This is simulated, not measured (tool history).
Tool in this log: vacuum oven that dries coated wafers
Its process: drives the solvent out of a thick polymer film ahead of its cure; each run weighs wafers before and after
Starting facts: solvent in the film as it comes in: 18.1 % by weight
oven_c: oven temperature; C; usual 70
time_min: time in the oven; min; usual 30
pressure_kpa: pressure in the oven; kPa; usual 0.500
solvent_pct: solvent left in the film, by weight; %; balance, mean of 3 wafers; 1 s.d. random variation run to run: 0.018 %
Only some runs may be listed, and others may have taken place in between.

run    hour  oven_c  time_min  pressure_kpa  solvent_pct
  1     0.0      70        30         0.500         1.44
  2    54.6      70        30         0.500         1.41
  3   144.3      77        30         0.500         0.76
      223.9  -- oven's thermocouples calibrated
  4   224.5      70        30         0.500         1.60
  5   317.9      57        30         0.500         4.52
  6   361.9      70        30         0.500         1.52
  7   430.2      70        30         0.500         1.58
  8   505.4      70        30         1.014         1.80
  9   592.4      77        30         0.500         0.81
 10   665.1      70        18         0.500         3.17
      673.9  -- vacuum gauge cleaned of residue and calibrated
 11   742.2      70        18         0.500         3.42
 12   813.1      70        18         0.500         3.40
 13   880.9      70        18         0.500         3.40
 14   927.0      59        16         0.500         7.19
      958.0  -- vacuum gauge cleaned of residue and calibrated, once more
 15  1016.6      70        36         0.500         0.65
 16  1056.0      70        23         1.314         2.06
 17  1112.9      64        45         1.255         1.30
 18  1208.9      63        44         0.472         1.00
 19  1248.6      63        44         0.472         0.98
     1262.5  -- oven's thermocouples calibrated
 20  1299.9      79        44         0.472         0.23
 21  1378.8      70        46         0.782         0.61
 22  1423.4      62        30         0.500         2.51
 23  1469.8      70        48         0.842         0.62
 24  1543.4      82        19         0.350         0.66
 25  1619.5      78        16         0.729         1.68
 26  1684.4      78        16         0.729         1.69

Alternative continuations, all from the tool just after run 26; predict every row:
  A  1762.4      70        51         0.390            ?
  B  1762.4      70        38         0.319            ?
  C  1762.4      78        16         0.826            ?
  D  1762.4      57        19         0.729            ?
  E  1762.4      70        44         0.727            ?

run  solvent_pct
  A         0.40
  B         0.62
  C         1.69
  D         6.31
  E         0.66
With the hidden condition removed and each run's random variation left untouched, the same runs would have given:
run  solvent_pct
  A         0.31
  B         0.55
  C         1.69
  D         6.30
  E         0.57
